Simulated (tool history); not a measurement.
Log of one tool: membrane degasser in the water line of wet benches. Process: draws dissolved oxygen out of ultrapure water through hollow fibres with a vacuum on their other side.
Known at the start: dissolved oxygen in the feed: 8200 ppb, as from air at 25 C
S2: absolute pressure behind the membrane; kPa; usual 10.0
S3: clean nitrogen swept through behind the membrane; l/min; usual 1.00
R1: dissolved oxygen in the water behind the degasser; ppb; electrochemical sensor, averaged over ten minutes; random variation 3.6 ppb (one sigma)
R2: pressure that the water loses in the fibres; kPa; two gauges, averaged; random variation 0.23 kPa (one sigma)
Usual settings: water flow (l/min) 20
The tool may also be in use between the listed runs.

run 1 hour=0.0 | water_flow_(l/min)=20 S2=10.0 S3=1.00 | R1=364.8 R2=58.09
run 2 hour=42.4 | water_flow_(l/min)=20 S2=10.0 S3=1.00 | R1=356.1 R2=58.00
run 3 hour=73.4 | water_flow_(l/min)=20 S2=10.0 S3=1.00 | R1=366.5 R2=57.78
run 4 hour=103.1 | water_flow_(l/min)=20 S2=12.0 S3=1.00 | R1=452.4 R2=58.05
run 5 hour=143.6 | water_flow_(l/min)=20 S2=12.0 S3=1.00 | R1=448.0 R2=57.82
run 6 hour=205.5 | water_flow_(l/min)=20 S2=12.0 S3=1.00 | R1=440.6 R2=58.02
run 7 hour=245.5 | water_flow_(l/min)=20 S2=12.0 S3=1.00 | R1=437.2 R2=58.05
run 8 hour=276.6 | water_flow_(l/min)=14 S2=10.0 S3=1.00 | R1=237.9 R2=40.60
run 9 hour=307.8 | water_flow_(l/min)=14 S2=10.0 S3=1.00 | R1=236.5 R2=40.93
run 10 hour=340.3 | water_flow_(l/min)=20 S2=8.7 S3=1.00 | R1=308.7 R2=58.20
run 11 hour=394.8 | water_flow_(l/min)=20 S2=8.7 S3=1.00 | R1=306.3 R2=57.42
run 12 hour=434.9 | water_flow_(l/min)=20 S2=13.0 S3=1.00 | R1=483.6 R2=57.82
run 13 hour=493.5 | water_flow_(l/min)=20 S2=13.0 S3=1.00 | R1=479.6 R2=57.90
run 14 hour=528.2 | water_flow_(l/min)=20 S2=13.0 S3=1.00 | R1=483.7 R2=57.84
run 15 hour=569.4 | water_flow_(l/min)=20 S2=13.0 S3=1.00 | R1=490.9 R2=57.69
run 16 hour=605.8 | water_flow_(l/min)=14 S2=22.1 S3=1.00 | R1=588.0 R2=40.61
run 17 hour=638.3 | water_flow_(l/min)=20 S2=7.7 S3=0.76 | R1=315.0 R2=57.87
run 18 hour=666.5 | water_flow_(l/min)=18 S2=22.1 S3=1.00 | R1=751.7 R2=51.61
run 19 hour=712.8 | water_flow_(l/min)=18 S2=22.1 S3=1.00 | R1=745.3 R2=51.32
run 20 hour=751.0 | water_flow_(l/min)=20 S2=10.0 S3=0.43 | R1=642.7 R2=57.82
run 21 hour=779.7 | water_flow_(l/min)=28 S2=10.9 S3=0.88 | R1=643.8 R2=80.30
run 22 hour=809.5 | water_flow_(l/min)=20 S2=10.0 S3=1.43 | R1=282.9 R2=57.63
run 23 hour=858.0 | water_flow_(l/min)=20 S2=10.0 S3=1.43 | R1=287.1 R2=57.20
run 24 hour=887.6 | water_flow_(l/min)=20 S2=13.7 S3=0.67 | R1=671.4 R2=57.74
run 25 hour=942.8 | water_flow_(l/min)=14 S2=10.0 S3=2.67 | R1=107.2 R2=40.02
run 26 hour=987.7 | water_flow_(l/min)=14 S2=10.4 S3=1.15 | R1=221.7 R2=40.39
run 27 hour=1037.7 | water_flow_(l/min)=18 S2=15.8 S3=0.43 | R1=992.3 R2=51.36
run 28 hour=1074.0 | water_flow_(l/min)=15 S2=10.1 S3=2.03 | R1=147.3 R2=42.78

Forecast each of these 3 alternatives for the next run:
run A hour=1125.2 | water_flow_(l/min)=24 S2=20.4 S3=2.03 | R1=? R2=?
run B hour=1125.2 | water_flow_(l/min)=15 S2=20.1 S3=1.13 | R1=? R2=?
run C hour=1125.2 | water_flow_(l/min)=23 S2=10.1 S3=1.68 | R1=? R2=?

run=A R1=557.3 R2=68.82
run=B R1=518.8 R2=42.67
run=C R1=319.6 R2=65.66
Without the tool's hidden state the same runs would have given:
run=A R1=556.8 R2=70.14
run=B R1=518.2 R2=43.49
run=C R1=319.1 R2=66.92
